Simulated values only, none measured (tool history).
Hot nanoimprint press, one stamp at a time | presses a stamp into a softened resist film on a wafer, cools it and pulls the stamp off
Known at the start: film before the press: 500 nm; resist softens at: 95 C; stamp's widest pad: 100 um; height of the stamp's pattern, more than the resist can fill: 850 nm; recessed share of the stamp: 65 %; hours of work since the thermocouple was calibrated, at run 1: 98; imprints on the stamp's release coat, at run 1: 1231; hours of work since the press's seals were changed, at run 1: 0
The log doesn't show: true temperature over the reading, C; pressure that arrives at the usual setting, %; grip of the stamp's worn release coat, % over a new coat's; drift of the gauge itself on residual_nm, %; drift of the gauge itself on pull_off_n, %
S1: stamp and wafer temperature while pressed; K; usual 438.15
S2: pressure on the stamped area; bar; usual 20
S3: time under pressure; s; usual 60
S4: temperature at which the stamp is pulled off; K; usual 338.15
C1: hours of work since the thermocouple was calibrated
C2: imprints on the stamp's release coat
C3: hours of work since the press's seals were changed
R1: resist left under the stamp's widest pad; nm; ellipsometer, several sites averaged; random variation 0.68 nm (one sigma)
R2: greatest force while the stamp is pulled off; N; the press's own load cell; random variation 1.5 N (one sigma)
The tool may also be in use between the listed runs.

run,day,S1,S2,S3,S4,C1,C2,C3,R1,R2
1,0,438.15,20,60,338.15,98,1231,0,219.5,131
# day 1.492: stamp cleaned and given a new release coat
2,2.808,438.15,20,60,338.15,133,89,35,220.6,115
3,5.296,438.15,20,60,338.15,167,259,69,221.1,115
4,7.292,441.15,20,60,338.15,194,395,97,193.2,119
5,9.308,441.15,20,60,338.15,222,533,124,193.9,122
6,11.133,438.15,20,60,327.15,247,657,149,222.9,141
7,13.612,438.15,20,60,338.15,281,826,184,222.6,129
# day 14.625: plate thermocouple calibrated
8,15.588,438.15,31.8,60,338.15,13,953,209,179.6,132
9,17.171,438.15,31.8,60,338.15,35,1060,231,178.9,127
10,19.567,438.15,20,60,338.15,68,1224,264,222.7,131
11,20.658,438.15,20,60,338.15,83,1298,279,224.3,135
# day 21.146: stamp cleaned and given a new release coat
12,21.962,438.15,20,60,338.15,97,55,293,222.9,114
13,23.792,438.15,20,60,338.15,122,180,318,224,115
14,25.921,435.15,20,60,338.15,152,325,347,257.8,121
15,28.096,438.15,20,60,338.15,182,474,377,226,120
16,29.688,438.15,20,60,338.15,203,582,399,226.5,123
17,31.071,438.15,18.6,100,336.15,222,677,418,190.7,127
18,32.258,438.15,18.6,100,336.15,239,758,434,192.2,131
19,34.575,438.15,26.1,79,338.15,271,916,466,180.5,126
# day 36.342: plate thermocouple calibrated
20,36.454,438.15,26.1,79,338.15,2,1035,490,178.4,127
21,38.367,438.15,26.1,79,338.15,28,1166,517,179.8,131
22,40.458,438.15,26.1,79,338.15,57,1308,545,179.9,132
# day 40.888: stamp cleaned and given a new release coat
23,42.838,438.15,26.1,42,328.15,86,133,575,231.9,137
24,44.854,438.15,26.1,42,328.15,114,270,602,232.3,134
25,46.942,438.15,20,37,338.15,142,413,631,270.9,119
26,49.254,438.15,20,37,338.15,174,570,663,272.6,123
27,51.342,438.15,20,37,338.15,203,713,691,273.4,126
28,52.812,438.15,20,37,338.15,223,813,712,275,123
29,54.846,433.15,20,91,338.15,251,952,740,250,128

Forecast each of these 3 alternatives for the next run:
A,56.496,441.15,20,60,338.15,273,1064,762,?,?
B,56.496,433.15,20,91,344.15,273,1064,762,?,?
C,56.496,442.15,13.5,60,340.15,273,1064,762,?,?

run,R1,R2
A,201,130
B,250.1,117
C,228.5,126
Without the tool's hidden state the same runs would have given:
run,R1,R2
A,190.6,113
B,237.3,102
C,218.7,109

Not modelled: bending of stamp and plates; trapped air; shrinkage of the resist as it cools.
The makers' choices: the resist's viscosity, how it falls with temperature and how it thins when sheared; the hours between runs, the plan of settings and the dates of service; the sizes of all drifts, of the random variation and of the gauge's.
